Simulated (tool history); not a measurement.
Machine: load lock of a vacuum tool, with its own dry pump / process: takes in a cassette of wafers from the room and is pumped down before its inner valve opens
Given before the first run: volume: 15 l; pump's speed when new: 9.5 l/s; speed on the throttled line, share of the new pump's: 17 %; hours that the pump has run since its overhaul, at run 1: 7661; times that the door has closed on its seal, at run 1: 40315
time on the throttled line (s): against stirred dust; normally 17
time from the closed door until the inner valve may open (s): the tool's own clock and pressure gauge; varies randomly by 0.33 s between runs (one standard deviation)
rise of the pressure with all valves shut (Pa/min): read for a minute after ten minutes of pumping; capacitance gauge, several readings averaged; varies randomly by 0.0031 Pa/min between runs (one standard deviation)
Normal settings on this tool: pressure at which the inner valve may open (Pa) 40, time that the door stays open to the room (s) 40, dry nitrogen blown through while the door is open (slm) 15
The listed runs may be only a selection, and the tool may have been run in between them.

| run | hour | time on the throttled line (s) | pressure at which the inner valve may open (Pa) | time that the door stays open to the room (s) | dry nitrogen blown through while the door is open (slm) | hours that the pump has run since its overhaul | times that the door has closed on its seal | incoming humidity of the room's air, % | time from the closed door until the inner valve may open (s) | rise of the pressure with all valves shut (Pa/min) |
|---|---|---|---|---|---|---|---|---|---|---|
| 1 | 0.0 | 17 | 40 | 40 | 15 | 7661 | 40315 | 43.0 | 27.4 | 0.131 |
| 2 | 115.7 | 8 | 40 | 40 | 15 | 7776 | 40708 | 48.1 | 20.1 | 0.130 |
| 3 | 296.3 | 8 | 40 | 40 | 15 | 7957 | 41321 | 45.9 | 20.8 | 0.135 |
| 4 | 494.2 | 17 | 40 | 40 | 15 | 8155 | 41993 | 49.5 | 27.7 | 0.136 |
| 5 | 656.2 | 17 | 70 | 40 | 15 | 8317 | 42543 | 46.2 | 26.2 | 0.136 |
| 6 | 880.9 | 17 | 53 | 40 | 15 | 8542 | 43306 | 44.4 | 27.3 | 0.139 |
| 7 | 1028.6 | 17 | 40 | 40 | 15 | 8689 | 43807 | 44.2 | 27.8 | 0.137 |
| 8 | 1156.7 | 17 | 40 | 40 | 15 | 8817 | 44242 | 46.1 | 27.6 | 0.136 |
| 9 | 1305.9 | 18 | 40 | 40 | 15 | 8967 | 44749 | 46.8 | 28.5 | 0.143 |
| 10 | 1420.0 | 18 | 40 | 40 | 15 | 9081 | 45136 | 47.4 | 28.7 | 0.144 |
| 11 | 1644.6 | 17 | 40 | 40 | 15 | 9305 | 45899 | 43.4 | 28.1 | 0.138 |
| 12 | 1847.2 | 17 | 40 | 40 | 15 | 9508 | 46587 | 44.9 | 27.8 | 0.153 |
| 13 | 1971.5 | 14 | 58 | 80 | 8 | 9632 | 47009 | 44.2 | 24.7 | 0.184 |
| 14 | 2155.5 | 26 | 40 | 35 | 34 | 9816 | 47634 | 43.2 | 34.9 | 0.130 |

What will run 15 give?
| 15 | 2346.4 | 26 | 40 | 35 | 34 | 10007 | 48282 | 47.5 | ? | ? |

{"run 15": {"time from the closed door until the inner valve may open (s)": 35.4, "rise of the pressure with all valves shut (Pa/min)": 0.133}}
The same run, on a tool lacking any hidden state, would have yielded time from the closed door until the inner valve may open (s) 34.2, rise of the pressure with all valves shut (Pa/min) 0.047.

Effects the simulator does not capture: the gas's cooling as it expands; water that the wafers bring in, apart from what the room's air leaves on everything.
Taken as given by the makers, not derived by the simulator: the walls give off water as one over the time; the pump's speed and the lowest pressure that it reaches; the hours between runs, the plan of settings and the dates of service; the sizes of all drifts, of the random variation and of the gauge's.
